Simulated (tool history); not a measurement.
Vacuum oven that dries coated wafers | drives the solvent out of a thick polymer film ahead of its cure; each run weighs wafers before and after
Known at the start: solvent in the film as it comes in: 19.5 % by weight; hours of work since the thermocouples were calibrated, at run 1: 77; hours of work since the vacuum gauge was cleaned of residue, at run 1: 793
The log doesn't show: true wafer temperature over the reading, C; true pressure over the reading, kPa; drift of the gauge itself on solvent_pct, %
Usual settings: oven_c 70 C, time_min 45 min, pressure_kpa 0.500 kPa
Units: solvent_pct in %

run    hour  oven_c  time_min  pressure_kpa  hours of work since the thermocouples were calibrated  hours of work since the vacuum gauge was cleaned of residue  solvent_pct
  1     0.0      70        45         0.500                                                     77                                                          793         3.98
  2    55.2      70        45         0.500                                                    118                                                          834         3.94
  3   103.2      67        45         0.500                                                    153                                                          869         5.04
  4   161.8      67        45         0.500                                                    196                                                          912         4.83
  5   235.7      70        45         0.500                                                    251                                                          967         3.76
  6   284.3      70        45         0.301                                                    287                                                         1003         3.77
  7   348.2      70        45         0.500                                                    335                                                         1051         3.79
  8   409.9      70        45         0.500                                                    380                                                         1096         3.75
  9   482.2      70        45         0.438                                                    434                                                         1150         3.90
 10   521.6      70        45         0.438                                                    463                                                         1179         3.72
 11   599.8      70        45         0.500                                                    521                                                         1237         3.66
 12   635.4      63        45         0.500                                                    547                                                         1263         6.31
 13   707.9      70        45         0.320                                                    601                                                         1317         3.46
 14   754.9      70        45         0.500                                                    636                                                         1352         3.67
      761.5  -- vacuum gauge cleaned of residue and calibrated
      800.8  -- oven's thermocouples calibrated
 15   813.9      70        45         0.500                                                     10                                                           37         4.20
 16   884.9      70        27         0.500                                                     62                                                           90         6.85
 17   919.1      70        27         0.500                                                     88                                                          115         7.03
 18   958.1      70        27         0.500                                                    117                                                          144         6.93
 19  1013.9      70        27         0.500                                                    158                                                          186         6.97
 20  1071.1      70        27         0.500                                                    200                                                          228         6.87
     1085.4  -- vacuum gauge cleaned of residue and calibrated, once more
 21  1143.7      70        32         0.590                                                    253                                                           43         5.75
 22  1186.0      62        52         1.664                                                    284                                                           75         6.46
 23  1227.1      57        62         1.674                                                    315                                                          105         7.72
 24  1306.6      55        23         1.902                                                    374                                                          164        12.82
 25  1361.8      71        25         1.724                                                    414                                                          205         7.21
 26  1422.9      71        25         1.724                                                    460                                                          250         7.16
 27  1500.2      60        23         1.731                                                    517                                                          307        11.25
 28  1572.6      65        45         0.617                                                    571                                                          361         5.41
 29  1654.0      60        41         0.500                                                    631                                                          421         7.84
     1703.3  -- oven's thermocouples calibrated
 30  1718.5      60        27         0.500                                                     11                                                          468        10.38
 31  1758.6      83        31         0.358                                                     41                                                          497         1.84
 32  1810.6      61        45         0.360                                                     79                                                          536         7.02
 33  1856.7      61        40         1.918                                                    114                                                          570         8.45
 34  1913.0      81        27         1.918                                                    155                                                          612         3.38
 35  1963.5      74        45         0.500                                                    193                                                          649         2.53
 36  2038.9      75        45         0.264                                                    249                                                          705         2.09
 37  2097.0      70        45         0.667                                                    292                                                          748         3.70

How the hidden state differs across the entries between the runs, from the last listed run before each to the first after it:
Between runs 14 and 15: vacuum gauge cleaned of residue and calibrated (hour 761.5); oven's thermocouples calibrated (hour 800.8)
  true wafer temperature over the reading, C: 0.97 -> -0.45; true pressure over the reading, kPa: 0.185 -> 0.254
  measured less the result without the state, solvent_pct: -0.23 -> +0.29 %
Between runs 20 and 21: vacuum gauge cleaned of residue and calibrated, once more (hour 1085.4)
  true wafer temperature over the reading, C: -0.03 -> 0.08; true pressure over the reading, kPa: 0.282 -> -0.001
  measured less the result without the state, solvent_pct: +0.13 -> -0.03 %
Between runs 29 and 30: oven's thermocouples calibrated (hour 1703.3)
  true wafer temperature over the reading, C: 0.9 -> 0.13; true pressure over the reading, kPa: 0.053 -> 0.059
  measured less the result without the state, solvent_pct: -0.30 -> -0.01 %
